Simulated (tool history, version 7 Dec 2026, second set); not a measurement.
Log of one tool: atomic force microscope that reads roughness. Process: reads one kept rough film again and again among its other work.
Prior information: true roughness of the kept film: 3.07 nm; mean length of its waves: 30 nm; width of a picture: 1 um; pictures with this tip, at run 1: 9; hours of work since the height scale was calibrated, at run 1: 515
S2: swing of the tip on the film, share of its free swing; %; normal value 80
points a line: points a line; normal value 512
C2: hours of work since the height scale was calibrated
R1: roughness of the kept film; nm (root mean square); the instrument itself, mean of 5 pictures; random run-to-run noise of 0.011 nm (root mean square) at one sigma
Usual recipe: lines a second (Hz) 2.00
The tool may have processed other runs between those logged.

Run 1, hour 0.0: usual settings; pictures with this tip 9; C2 515. Result: R1 2.339 nm (root mean square).
Run 2, hour 29.6: usual settings; pictures with this tip 54; C2 529. Result: R1 2.072 nm (root mean square).
At hour 42.5: new tip fitted.
Run 3, hour 67.1: usual settings; pictures with this tip 38; C2 545. Result: R1 2.163 nm (root mean square).
At hour 92.6: new tip fitted.
Run 4, hour 121.0: usual settings; pictures with this tip 43; C2 569. Result: R1 2.116 nm (root mean square).
At hour 143.1: new tip fitted.
Run 5, hour 158.3: usual settings; pictures with this tip 23; C2 586. Result: R1 2.266 nm (root mean square).
At hour 192.6: new tip fitted.
Run 6, hour 192.6: usual settings; pictures with this tip 0; C2 601. Result: R1 2.409 nm (root mean square).
At hour 197.4: height scale calibrated on a step standard.
Run 7, hour 221.7: usual settings; pictures with this tip 43; C2 11. Result: R1 2.121 nm (root mean square).
At hour 243.6: new tip fitted.
Run 8, hour 258.7: usual settings; pictures with this tip 23; C2 27. Result: R1 2.250 nm (root mean square).
At hour 293.7: new tip fitted.
Run 9, hour 293.7: usual settings; pictures with this tip 0; C2 43. Result: R1 2.403 nm (root mean square).
Run 10, hour 337.9: usual settings but S2 83 %; pictures with this tip 68; C2 63. Result: R1 1.941 nm (root mean square).
At hour 342.5: new tip fitted.
At hour 394.2: height scale calibrated on a step standard, once more.
At hour 394.7: new tip fitted.
Run 11, hour 399.4: usual settings but lines a second (Hz) 2.03, S2 68 %; pictures with this tip 7; C2 2. Result: R1 2.556 nm (root mean square).
At hour 445.7: new tip fitted.
Run 12, hour 452.7: usual settings but lines a second (Hz) 1.70, S2 74 %; pictures with this tip 11; C2 26. Result: R1 2.450 nm (root mean square).

Each row is a separate what-if for the run after 12, all from the same tool condition, not one after another. Results?
At hour 496.2: new tip fitted.
Run A, hour 511.7: usual settings but lines a second (Hz) 0.70, S2 74 %; pictures with this tip 23; C2 52. Result: R1 ?.
At hour 496.2: new tip fitted.
Run B, hour 511.7: usual settings but lines a second (Hz) 0.80, S2 74 %, points a line 431; pictures with this tip 23; C2 52. Result: R1 ?.
At hour 496.2: new tip fitted.
Run C, hour 511.7: usual settings but lines a second (Hz) 0.58, S2 86 %, points a line 368; pictures with this tip 23; C2 52. Result: R1 ?.
At hour 496.2: new tip fitted.
Run D, hour 511.7: usual settings but lines a second (Hz) 1.70, S2 74 %, points a line 258; pictures with this tip 23; C2 52. Result: R1 ?.

run     R1
  A  2.496
  B  2.486
  C  2.447
  D  2.360
The same runs, with their run-to-run variation unchanged, on a tool lacking any hidden condition would have given:
run     R1
  A  2.690
  B  2.679
  C  2.637
  D  2.543
